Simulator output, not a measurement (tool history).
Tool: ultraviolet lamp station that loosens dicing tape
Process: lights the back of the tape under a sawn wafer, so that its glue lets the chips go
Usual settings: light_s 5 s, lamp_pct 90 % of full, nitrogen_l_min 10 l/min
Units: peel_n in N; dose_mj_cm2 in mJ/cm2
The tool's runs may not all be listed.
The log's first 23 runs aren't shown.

| run | day | light_s | lamp_pct | nitrogen_l_min | hours of work of the lamp | hours of work since the window was cleaned | peel_n | dose_mj_cm2 |
|---|---|---|---|---|---|---|---|---|
| 24 | 12.208 | 5 | 89 | 3 | 532 | 361 | 0.529 | 616 |
| 25 | 12.971 | 5 | 89 | 3 | 544 | 373 | 0.493 | 615 |
| 26 | 13.338 | 2 | 82 | 16 | 550 | 379 | 0.871 | 227 |
| 27 | 13.883 | 7 | 98 | 4 | 558 | 387 | 0.160 | 942 |
| 28 | 14.617 | 7 | 98 | 4 | 569 | 398 | 0.160 | 950 |
| 29 | 14.983 | 6 | 93 | 4 | 575 | 404 | 0.234 | 763 |
| 30 | 15.396 | 7 | 90 | 16 | 582 | 411 | 0.117 | 872 |
| 31 | 16.112 | 7 | 90 | 16 | 593 | 422 | 0.097 | 868 |
| 32 | 16.862 | 7 | 90 | 16 | 604 | 433 | 0.112 | 868 |
| 33 | 17.596 | 4 | 89 | 10 | 616 | 445 | 0.267 | 499 |
| 34 | 18.150 | 5 | 97 | 18 | 625 | 454 | 0.121 | 668 |
| 35 | 18.617 | 5 | 97 | 18 | 632 | 461 | 0.111 | 668 |
| 36 | 19.025 | 5 | 87 | 10 | 638 | 467 | 0.181 | 605 |
| 37 | 19.712 | 5 | 87 | 10 | 649 | 478 | 0.170 | 597 |
| 38 | 20.312 | 5 | 87 | 10 | 658 | 487 | 0.179 | 601 |
| 39 | 20.892 | 4 | 61 | 3 | 667 | 496 | 1.368 | 338 |
| 40 | 21.338 | 4 | 63 | 17 | 674 | 503 | 0.379 | 347 |
| 41 | 21.900 | 5 | 98 | 7 | 683 | 512 | 0.191 | 681 |
| 42 | 22.421 | 5 | 98 | 7 | 691 | 520 | 0.199 | 678 |
| 43 | 23.100 | 5 | 98 | 7 | 702 | 531 | 0.202 | 678 |

4 ways to go on from here, each from the tool as it stands after run 43. What would each give?
| A | 23.521 | 3 | 85 | 13 | 708 | 537 | ? | ? |
| B | 23.521 | 7 | 98 | 7 | 708 | 537 | ? | ? |
| C | 23.521 | 2 | 87 | 7 | 708 | 537 | ? | ? |
| D | 23.521 | 5 | 77 | 10 | 708 | 537 | ? | ? |

| run | peel_n | dose_mj_cm2 |
|---|---|---|
| A | 0.433 | 355 |
| B | 0.124 | 937 |
| C | 1.290 | 240 |
| D | 0.235 | 531 |
Without the tool's hidden state the same runs would have given:
| run | peel_n | dose_mj_cm2 |
|---|---|---|
| A | 0.430 | 356 |
| B | 0.123 | 940 |
| C | 1.285 | 241 |
| D | 0.233 | 533 |

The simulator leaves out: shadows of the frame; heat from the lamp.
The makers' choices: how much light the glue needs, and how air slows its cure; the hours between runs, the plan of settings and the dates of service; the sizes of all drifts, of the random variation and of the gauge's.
